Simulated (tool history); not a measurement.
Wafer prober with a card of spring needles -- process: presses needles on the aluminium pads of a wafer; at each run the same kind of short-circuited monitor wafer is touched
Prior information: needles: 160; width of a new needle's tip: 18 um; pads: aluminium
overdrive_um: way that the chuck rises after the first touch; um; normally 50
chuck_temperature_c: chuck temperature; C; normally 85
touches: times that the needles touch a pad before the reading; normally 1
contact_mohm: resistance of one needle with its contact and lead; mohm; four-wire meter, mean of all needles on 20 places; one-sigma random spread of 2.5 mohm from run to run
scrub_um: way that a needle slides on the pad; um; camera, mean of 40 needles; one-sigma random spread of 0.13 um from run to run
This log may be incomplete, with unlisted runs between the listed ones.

{"run": 1, "hour": 0.0, "overdrive_um": 50, "chuck_temperature_c": 85, "touches": 1, "contact_mohm": 300, "scrub_um": 9.51}
{"hour": 13.9, "done": "tips cleaned on abrasive film"}
{"run": 2, "hour": 23.8, "overdrive_um": 50, "chuck_temperature_c": 85, "touches": 1, "contact_mohm": 349, "scrub_um": 9.42}
{"hour": 26.8, "done": "tips cleaned on abrasive film"}
{"hour": 41.2, "done": "tips cleaned on abrasive film"}
{"hour": 55.7, "done": "tips cleaned on abrasive film"}
{"hour": 69.6, "done": "tips cleaned on abrasive film"}
{"run": 3, "hour": 78.0, "overdrive_um": 50, "chuck_temperature_c": 85, "touches": 1, "contact_mohm": 337, "scrub_um": 9.77}
{"hour": 83.1, "done": "tips cleaned on abrasive film"}
{"hour": 86.0, "done": "height of the first contact set anew"}
{"hour": 97.5, "done": "tips cleaned on abrasive film"}
{"hour": 112.0, "done": "tips cleaned on abrasive film"}
{"hour": 123.5, "done": "tips cleaned on abrasive film"}
{"run": 4, "hour": 125.3, "overdrive_um": 50, "chuck_temperature_c": 85, "touches": 1, "contact_mohm": 303, "scrub_um": 10.82}
{"hour": 135.3, "done": "tips cleaned on abrasive film"}
{"hour": 149.1, "done": "tips cleaned on abrasive film"}
{"run": 5, "hour": 154.4, "overdrive_um": 50, "chuck_temperature_c": 85, "touches": 1, "contact_mohm": 315, "scrub_um": 11.04}
{"hour": 162.7, "done": "tips cleaned on abrasive film"}
{"hour": 177.0, "done": "tips cleaned on abrasive film"}
{"run": 6, "hour": 183.0, "overdrive_um": 50, "chuck_temperature_c": 85, "touches": 1, "contact_mohm": 321, "scrub_um": 10.67}
{"hour": 188.7, "done": "tips cleaned on abrasive film"}
{"hour": 200.3, "done": "tips cleaned on abrasive film"}
{"hour": 213.8, "done": "tips cleaned on abrasive film"}
{"hour": 225.4, "done": "tips cleaned on abrasive film"}
{"run": 7, "hour": 226.4, "overdrive_um": 50, "chuck_temperature_c": 85, "touches": 1, "contact_mohm": 297, "scrub_um": 10.69}
{"hour": 239.5, "done": "tips cleaned on abrasive film"}
{"hour": 253.4, "done": "tips cleaned on abrasive film"}
{"run": 8, "hour": 259.6, "overdrive_um": 50, "chuck_temperature_c": 85, "touches": 1, "contact_mohm": 318, "scrub_um": 10.51}
{"hour": 265.4, "done": "tips cleaned on abrasive film"}
{"hour": 276.9, "done": "tips cleaned on abrasive film"}
{"hour": 291.4, "done": "tips cleaned on abrasive film"}
{"hour": 305.8, "done": "tips cleaned on abrasive film"}
{"run": 9, "hour": 307.1, "overdrive_um": 50, "chuck_temperature_c": 65, "touches": 1, "contact_mohm": 295, "scrub_um": 10.5}
{"hour": 318.7, "done": "tips cleaned on abrasive film"}
{"hour": 332.9, "done": "tips cleaned on abrasive film"}
{"hour": 347.3, "done": "tips cleaned on abrasive film"}
{"run": 10, "hour": 355.0, "overdrive_um": 50, "chuck_temperature_c": 65, "touches": 1, "contact_mohm": 327, "scrub_um": 10.52}
{"hour": 360.8, "done": "tips cleaned on abrasive film"}
{"hour": 372.4, "done": "tips cleaned on abrasive film"}
{"run": 11, "hour": 382.1, "overdrive_um": 50, "chuck_temperature_c": 65, "touches": 1, "contact_mohm": 337, "scrub_um": 10.73}
{"hour": 385.1, "done": "tips cleaned on abrasive film"}
{"hour": 398.9, "done": "tips cleaned on abrasive film"}
{"hour": 412.7, "done": "tips cleaned on abrasive film"}
{"run": 12, "hour": 413.8, "overdrive_um": 50, "chuck_temperature_c": 65, "touches": 1, "contact_mohm": 297, "scrub_um": 10.36}
{"hour": 424.9, "done": "tips cleaned on abrasive film"}
{"hour": 439.4, "done": "tips cleaned on abrasive film"}
{"run": 13, "hour": 441.6, "overdrive_um": 50, "chuck_temperature_c": 65, "touches": 1, "contact_mohm": 301, "scrub_um": 10.66}
{"hour": 453.2, "done": "tips cleaned on abrasive film"}
{"hour": 464.8, "done": "tips cleaned on abrasive film"}
{"hour": 478.6, "done": "tips cleaned on abrasive film"}
{"run": 14, "hour": 488.0, "overdrive_um": 50, "chuck_temperature_c": 85, "touches": 1, "contact_mohm": 343, "scrub_um": 10.39}
{"hour": 491.0, "done": "tips cleaned on abrasive film"}
{"hour": 505.4, "done": "tips cleaned on abrasive film"}
{"hour": 517.0, "done": "tips cleaned on abrasive film"}
{"hour": 531.5, "done": "tips cleaned on abrasive film"}
{"run": 15, "hour": 541.9, "overdrive_um": 37, "chuck_temperature_c": 56, "touches": 1, "contact_mohm": 404, "scrub_um": 7.63}
{"hour": 544.9, "done": "tips cleaned on abrasive film"}
{"hour": 558.5, "done": "tips cleaned on abrasive film"}
{"run": 16, "hour": 567.2, "overdrive_um": 34, "chuck_temperature_c": 41, "touches": 3, "contact_mohm": 332, "scrub_um": 6.75}
{"hour": 570.1, "done": "tips cleaned on abrasive film"}
{"hour": 583.8, "done": "tips cleaned on abrasive film"}
{"hour": 595.4, "done": "tips cleaned on abrasive film"}
{"hour": 608.1, "done": "tips cleaned on abrasive film"}
{"run": 17, "hour": 608.1, "overdrive_um": 64, "chuck_temperature_c": 97, "touches": 2, "contact_mohm": 283, "scrub_um": 13.02}
{"hour": 621.8, "done": "tips cleaned on abrasive film"}
{"hour": 636.2, "done": "tips cleaned on abrasive film"}
{"run": 18, "hour": 642.8, "overdrive_um": 64, "chuck_temperature_c": 97, "touches": 2, "contact_mohm": 294, "scrub_um": 13.48}
{"hour": 648.4, "done": "tips cleaned on abrasive film"}
{"hour": 660.0, "done": "tips cleaned on abrasive film"}
{"hour": 673.9, "done": "tips cleaned on abrasive film"}
{"run": 19, "hour": 680.3, "overdrive_um": 32, "chuck_temperature_c": 76, "touches": 1, "contact_mohm": 400, "scrub_um": 6.26}
{"hour": 686.0, "done": "tips cleaned on abrasive film"}
{"hour": 699.9, "done": "tips cleaned on abrasive film"}
{"run": 20, "hour": 702.8, "overdrive_um": 58, "chuck_temperature_c": 85, "touches": 1, "contact_mohm": 308, "scrub_um": 11.78}
{"hour": 713.7, "done": "tips cleaned on abrasive film"}
{"hour": 725.3, "done": "tips cleaned on abrasive film"}
{"hour": 739.0, "done": "tips cleaned on abrasive film"}
{"hour": 753.3, "done": "tips cleaned on abrasive film"}
{"run": 21, "hour": 755.3, "overdrive_um": 58, "chuck_temperature_c": 76, "touches": 1, "contact_mohm": 290, "scrub_um": 11.96}
{"hour": 766.9, "done": "tips cleaned on abrasive film"}
{"hour": 780.4, "done": "tips cleaned on abrasive film"}
{"hour": 794.4, "done": "tips cleaned on abrasive film"}
{"run": 22, "hour": 797.0, "overdrive_um": 61, "chuck_temperature_c": 26, "touches": 2, "contact_mohm": 273, "scrub_um": 12.53}
{"hour": 808.6, "done": "tips cleaned on abrasive film"}
{"hour": 823.0, "done": "tips cleaned on abrasive film"}
{"run": 23, "hour": 833.1, "overdrive_um": 42, "chuck_temperature_c": 27, "touches": 2, "contact_mohm": 339, "scrub_um": 8.29}
{"hour": 836.1, "done": "tips cleaned on abrasive film"}
{"hour": 849.4, "done": "tips cleaned on abrasive film"}
{"hour": 863.3, "done": "tips cleaned on abrasive film"}
{"hour": 877.5, "done": "tips cleaned on abrasive film"}
{"run": 24, "hour": 880.2, "overdrive_um": 64, "chuck_temperature_c": 26, "touches": 1, "contact_mohm": 281, "scrub_um": 12.93}
{"hour": 891.7, "done": "tips cleaned on abrasive film"}
{"hour": 903.2, "done": "tips cleaned on abrasive film"}
{"run": 25, "hour": 907.2, "overdrive_um": 35, "chuck_temperature_c": 100, "touches": 2, "contact_mohm": 353, "scrub_um": 6.77}
{"hour": 915.9, "done": "tips cleaned on abrasive film"}
{"hour": 930.2, "done": "tips cleaned on abrasive film"}
{"hour": 944.6, "done": "tips cleaned on abrasive film"}
{"run": 26, "hour": 948.7, "overdrive_um": 52, "chuck_temperature_c": 76, "touches": 2, "contact_mohm": 303, "scrub_um": 10.2}
{"hour": 957.4, "done": "tips cleaned on abrasive film"}
{"hour": 971.8, "done": "tips cleaned on abrasive film"}
{"hour": 985.8, "done": "tips cleaned on abrasive film"}
{"run": 27, "hour": 991.7, "overdrive_um": 52, "chuck_temperature_c": 76, "touches": 2, "contact_mohm": 310, "scrub_um": 10.2}

What if the next run were any one of these 5? Each begins from the tool's condition after run 27:
{"hour": 999.4, "done": "tips cleaned on abrasive film"}
{"hour": 1013.6, "done": "tips cleaned on abrasive film"}
{"hour": 1027.4, "done": "tips cleaned on abrasive film"}
{"hour": 1041.6, "done": "tips cleaned on abrasive film"}
{"run": "A", "hour": 1042.4, "overdrive_um": 47, "chuck_temperature_c": 57, "touches": 1, "contact_mohm": "?", "scrub_um": "?"}
{"hour": 999.4, "done": "tips cleaned on abrasive film"}
{"hour": 1013.6, "done": "tips cleaned on abrasive film"}
{"hour": 1027.4, "done": "tips cleaned on abrasive film"}
{"hour": 1041.6, "done": "tips cleaned on abrasive film"}
{"run": "B", "hour": 1042.4, "overdrive_um": 67, "chuck_temperature_c": 84, "touches": 2, "contact_mohm": "?", "scrub_um": "?"}
{"hour": 999.4, "done": "tips cleaned on abrasive film"}
{"hour": 1013.6, "done": "tips cleaned on abrasive film"}
{"hour": 1027.4, "done": "tips cleaned on abrasive film"}
{"hour": 1041.6, "done": "tips cleaned on abrasive film"}
{"run": "C", "hour": 1042.4, "overdrive_um": 50, "chuck_temperature_c": 57, "touches": 1, "contact_mohm": "?", "scrub_um": "?"}
{"hour": 999.4, "done": "tips cleaned on abrasive film"}
{"hour": 1013.6, "done": "tips cleaned on abrasive film"}
{"hour": 1027.4, "done": "tips cleaned on abrasive film"}
{"hour": 1041.6, "done": "tips cleaned on abrasive film"}
{"run": "D", "hour": 1042.4, "overdrive_um": 50, "chuck_temperature_c": 85, "touches": 3, "contact_mohm": "?", "scrub_um": "?"}
{"hour": 999.4, "done": "tips cleaned on abrasive film"}
{"hour": 1013.6, "done": "tips cleaned on abrasive film"}
{"hour": 1027.4, "done": "tips cleaned on abrasive film"}
{"hour": 1041.6, "done": "tips cleaned on abrasive film"}
{"run": "E", "hour": 1042.4, "overdrive_um": 47, "chuck_temperature_c": 41, "touches": 3, "contact_mohm": "?", "scrub_um": "?"}

run=A contact_mohm=298 scrub_um=9.30
run=B contact_mohm=283 scrub_um=13.34
run=C contact_mohm=295 scrub_um=9.69
run=D contact_mohm=297 scrub_um=9.86
run=E contact_mohm=290 scrub_um=9.24
The same runs, with their run-to-run variation unchanged, on a tool lacking any hidden condition would have given:
run=A contact_mohm=277 scrub_um=10.45
run=B contact_mohm=273 scrub_um=14.47
run=C contact_mohm=275 scrub_um=10.81
run=D contact_mohm=283 scrub_um=11.00
run=E contact_mohm=275 scrub_um=10.37
